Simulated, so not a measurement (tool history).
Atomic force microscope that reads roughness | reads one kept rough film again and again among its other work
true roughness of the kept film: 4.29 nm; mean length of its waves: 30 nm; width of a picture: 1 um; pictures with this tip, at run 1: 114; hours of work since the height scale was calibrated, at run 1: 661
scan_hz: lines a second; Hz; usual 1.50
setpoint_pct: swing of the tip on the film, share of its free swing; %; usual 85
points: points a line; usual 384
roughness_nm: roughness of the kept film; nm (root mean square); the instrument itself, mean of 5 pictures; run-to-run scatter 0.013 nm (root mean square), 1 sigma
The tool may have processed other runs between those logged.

run	hour	scan_hz	setpoint_pct	points	pictures with this tip	hours of work since the height scale was calibrated	roughness_nm
1	0.0	1.50	85	384	114	661	3.002
2	34.4	1.50	85	925	163	682	2.947
3	70.2	1.50	83	384	214	705	2.948
4	94.2	1.29	85	384	248	719	2.942
5	119.6	1.29	85	384	285	735	2.906
6	138.4	1.29	85	384	312	747	2.886
7	169.1	1.29	85	384	355	766	2.840
# hour 194.1: new tip fitted
8	201.4	1.29	85	899	11	786	3.241
9	237.7	1.50	85	384	62	808	3.087
10	260.6	1.50	85	384	95	823	3.055
11	296.1	1.50	85	384	145	845	2.995
12	335.0	1.50	85	384	201	869	2.939
13	369.4	1.30	69	882	250	890	3.246
14	407.0	0.75	88	882	303	914	3.086
15	437.6	3.28	72	768	347	933	2.768
# hour 467.1: new tip fitted
16	474.9	3.28	63	430	11	956	3.289
17	501.6	3.28	63	430	49	972	3.300
18	529.0	3.28	63	430	88	989	3.215
19	566.8	1.05	83	384	142	1013	3.188
20	592.6	2.11	83	445	179	1029	2.827
21	619.1	2.11	83	445	217	1045	2.793
22	655.3	0.80	85	384	268	1068	3.109
23	686.4	0.80	85	384	313	1087	3.038

Forecast each of these 4 alternatives for the next run:
A	719.0	0.80	78	384	359	1108	?
B	719.0	1.10	87	552	359	1108	?
C	719.0	0.80	71	519	359	1108	?
D	719.0	0.89	81	384	359	1108	?

run	roughness_nm
A	3.089
B	2.884
C	3.183
D	3.036
With no hidden state in the tool, these same runs would have given:
run	roughness_nm
A	3.476
B	3.244
C	3.581
D	3.417
